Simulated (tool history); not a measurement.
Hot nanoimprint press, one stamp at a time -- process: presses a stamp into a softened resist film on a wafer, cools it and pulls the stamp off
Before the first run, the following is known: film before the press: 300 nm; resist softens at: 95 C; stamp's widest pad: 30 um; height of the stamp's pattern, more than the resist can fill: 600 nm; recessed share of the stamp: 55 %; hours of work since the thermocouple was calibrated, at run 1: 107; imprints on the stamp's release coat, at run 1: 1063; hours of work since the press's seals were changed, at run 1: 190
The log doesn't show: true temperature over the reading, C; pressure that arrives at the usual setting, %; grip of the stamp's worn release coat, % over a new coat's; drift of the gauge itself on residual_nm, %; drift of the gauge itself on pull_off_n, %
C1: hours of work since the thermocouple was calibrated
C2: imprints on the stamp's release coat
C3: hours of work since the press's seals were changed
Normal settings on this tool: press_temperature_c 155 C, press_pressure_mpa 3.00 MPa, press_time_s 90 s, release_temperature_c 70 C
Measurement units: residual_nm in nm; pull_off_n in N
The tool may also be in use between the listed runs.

{"run": 1, "hour": 0.0, "press_temperature_c": 155, "press_pressure_mpa": 3.0, "press_time_s": 90, "release_temperature_c": 70, "C1": 107, "C2": 1063, "C3": 190, "residual_nm": 142.1, "pull_off_n": 191}
{"run": 2, "hour": 5.7, "press_temperature_c": 155, "press_pressure_mpa": 3.0, "press_time_s": 90, "release_temperature_c": 70, "C1": 110, "C2": 1079, "C3": 192, "residual_nm": 141.4, "pull_off_n": 192}
{"run": 3, "hour": 13.1, "press_temperature_c": 155, "press_pressure_mpa": 3.0, "press_time_s": 90, "release_temperature_c": 70, "C1": 113, "C2": 1101, "C3": 196, "residual_nm": 139.9, "pull_off_n": 189}
{"run": 4, "hour": 18.3, "press_temperature_c": 155, "press_pressure_mpa": 3.0, "press_time_s": 68, "release_temperature_c": 70, "C1": 115, "C2": 1116, "C3": 198, "residual_nm": 154.9, "pull_off_n": 187}
{"run": 5, "hour": 25.8, "press_temperature_c": 155, "press_pressure_mpa": 3.0, "press_time_s": 68, "release_temperature_c": 70, "C1": 119, "C2": 1137, "C3": 202, "residual_nm": 156.1, "pull_off_n": 196}
{"run": 6, "hour": 35.6, "press_temperature_c": 163, "press_pressure_mpa": 1.94, "press_time_s": 90, "release_temperature_c": 72, "C1": 123, "C2": 1165, "C3": 206, "residual_nm": 113.5, "pull_off_n": 189}
{"run": 7, "hour": 41.9, "press_temperature_c": 163, "press_pressure_mpa": 1.94, "press_time_s": 90, "release_temperature_c": 72, "C1": 126, "C2": 1184, "C3": 209, "residual_nm": 114.2, "pull_off_n": 190}
{"hour": 56.1, "done": "stamp cleaned and given a new release coat"}
{"run": 8, "hour": 59.3, "press_temperature_c": 163, "press_pressure_mpa": 1.94, "press_time_s": 90, "release_temperature_c": 72, "C1": 131, "C2": 9, "C3": 214, "residual_nm": 116.2, "pull_off_n": 143}
{"run": 9, "hour": 66.5, "press_temperature_c": 163, "press_pressure_mpa": 1.94, "press_time_s": 72, "release_temperature_c": 72, "C1": 134, "C2": 29, "C3": 217, "residual_nm": 125.0, "pull_off_n": 139}
{"run": 10, "hour": 75.4, "press_temperature_c": 155, "press_pressure_mpa": 3.15, "press_time_s": 90, "release_temperature_c": 71, "C1": 138, "C2": 55, "C3": 221, "residual_nm": 137.7, "pull_off_n": 142}

Forecast each of these 5 alternatives for the next run:
{"run": "A", "hour": 80.5, "press_temperature_c": 155, "press_pressure_mpa": 3.15, "press_time_s": 112, "release_temperature_c": 71, "C1": 141, "C2": 70, "C3": 223, "residual_nm": "?", "pull_off_n": "?"}
{"run": "B", "hour": 80.5, "press_temperature_c": 155, "press_pressure_mpa": 2.91, "press_time_s": 126, "release_temperature_c": 70, "C1": 141, "C2": 70, "C3": 223, "residual_nm": "?", "pull_off_n": "?"}
{"run": "C", "hour": 80.5, "press_temperature_c": 155, "press_pressure_mpa": 3.0, "press_time_s": 66, "release_temperature_c": 68, "C1": 141, "C2": 70, "C3": 223, "residual_nm": "?", "pull_off_n": "?"}
{"run": "D", "hour": 80.5, "press_temperature_c": 155, "press_pressure_mpa": 3.94, "press_time_s": 90, "release_temperature_c": 71, "C1": 141, "C2": 70, "C3": 223, "residual_nm": "?", "pull_off_n": "?"}
{"run": "E", "hour": 80.5, "press_temperature_c": 155, "press_pressure_mpa": 3.15, "press_time_s": 108, "release_temperature_c": 70, "C1": 141, "C2": 70, "C3": 223, "residual_nm": "?", "pull_off_n": "?"}

run=A residual_nm=127.1 pull_off_n=139
run=B residual_nm=127.2 pull_off_n=143
run=C residual_nm=157.1 pull_off_n=152
run=D residual_nm=123.3 pull_off_n=147
run=E residual_nm=130.0 pull_off_n=147
The same runs, with their run-to-run variation unchanged, on a tool lacking any hidden condition would have given:
run=A residual_nm=123.7 pull_off_n=135
run=B residual_nm=123.9 pull_off_n=139
run=C residual_nm=153.3 pull_off_n=148
run=D residual_nm=119.7 pull_off_n=143
run=E residual_nm=126.5 pull_off_n=143

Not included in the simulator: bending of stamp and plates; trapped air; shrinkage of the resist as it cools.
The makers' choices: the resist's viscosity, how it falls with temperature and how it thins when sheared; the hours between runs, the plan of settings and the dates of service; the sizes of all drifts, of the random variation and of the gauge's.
